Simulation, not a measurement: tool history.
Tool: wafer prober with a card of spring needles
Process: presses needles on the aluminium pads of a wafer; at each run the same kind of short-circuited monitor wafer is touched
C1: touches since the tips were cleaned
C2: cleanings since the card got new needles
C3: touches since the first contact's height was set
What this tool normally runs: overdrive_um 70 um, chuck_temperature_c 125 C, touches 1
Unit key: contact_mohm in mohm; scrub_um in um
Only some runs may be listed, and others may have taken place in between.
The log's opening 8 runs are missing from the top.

{"day": 5.238, "done": "tips cleaned on abrasive film"}
{"run": 9, "day": 5.596, "overdrive_um": 60, "chuck_temperature_c": 85, "touches": 2, "C1": 4808, "C2": 82, "C3": 157606, "contact_mohm": 189, "scrub_um": 7.71}
{"day": 5.754, "done": "tips cleaned on abrasive film"}
{"day": 6.317, "done": "tips cleaned on abrasive film"}
{"run": 10, "day": 6.567, "overdrive_um": 60, "chuck_temperature_c": 85, "touches": 2, "C1": 3342, "C2": 84, "C3": 170475, "contact_mohm": 188, "scrub_um": 7.78}
{"day": 6.846, "done": "tips cleaned on abrasive film"}
{"run": 11, "day": 7.312, "overdrive_um": 60, "chuck_temperature_c": 85, "touches": 2, "C1": 6272, "C2": 85, "C3": 180426, "contact_mohm": 199, "scrub_um": 7.81}
{"day": 7.379, "done": "tips cleaned on abrasive film"}
{"day": 7.929, "done": "tips cleaned on abrasive film"}
{"run": 12, "day": 8.171, "overdrive_um": 60, "chuck_temperature_c": 85, "touches": 2, "C1": 3245, "C2": 87, "C3": 191841, "contact_mohm": 187, "scrub_um": 7.68}
{"day": 8.458, "done": "tips cleaned on abrasive film"}
{"day": 8.983, "done": "tips cleaned on abrasive film"}
{"run": 13, "day": 9.233, "overdrive_um": 60, "chuck_temperature_c": 85, "touches": 2, "C1": 3369, "C2": 89, "C3": 205969, "contact_mohm": 185, "scrub_um": 7.69}
{"day": 9.492, "done": "tips cleaned on abrasive film"}
{"run": 14, "day": 9.921, "overdrive_um": 60, "chuck_temperature_c": 85, "touches": 2, "C1": 5767, "C2": 90, "C3": 215117, "contact_mohm": 194, "scrub_um": 7.61}
{"day": 10.0, "done": "tips cleaned on abrasive film"}
{"day": 10.558, "done": "tips cleaned on abrasive film"}
{"run": 15, "day": 10.575, "overdrive_um": 60, "chuck_temperature_c": 85, "touches": 2, "C1": 211, "C2": 92, "C3": 223770, "contact_mohm": 162, "scrub_um": 7.71}
{"day": 11.067, "done": "tips cleaned on abrasive film"}
{"run": 16, "day": 11.183, "overdrive_um": 60, "chuck_temperature_c": 85, "touches": 2, "C1": 1556, "C2": 93, "C3": 231837, "contact_mohm": 176, "scrub_um": 7.55}

Expected results for the next run?
{"day": 11.571, "done": "tips cleaned on abrasive film"}
{"day": 11.679, "done": "height of the first contact set anew"}
{"day": 12.1, "done": "tips cleaned on abrasive film"}
{"run": 17, "day": 12.208, "overdrive_um": 60, "chuck_temperature_c": 85, "touches": 2, "C1": 1432, "C2": 95, "C3": 7029, "contact_mohm": "?", "scrub_um": "?"}

Run 17 measured contact_mohm 181 mohm, scrub_um 7.38 um.
Without the tool's hidden state the same run would have given contact_mohm 158 mohm, scrub_um 7.98 um.
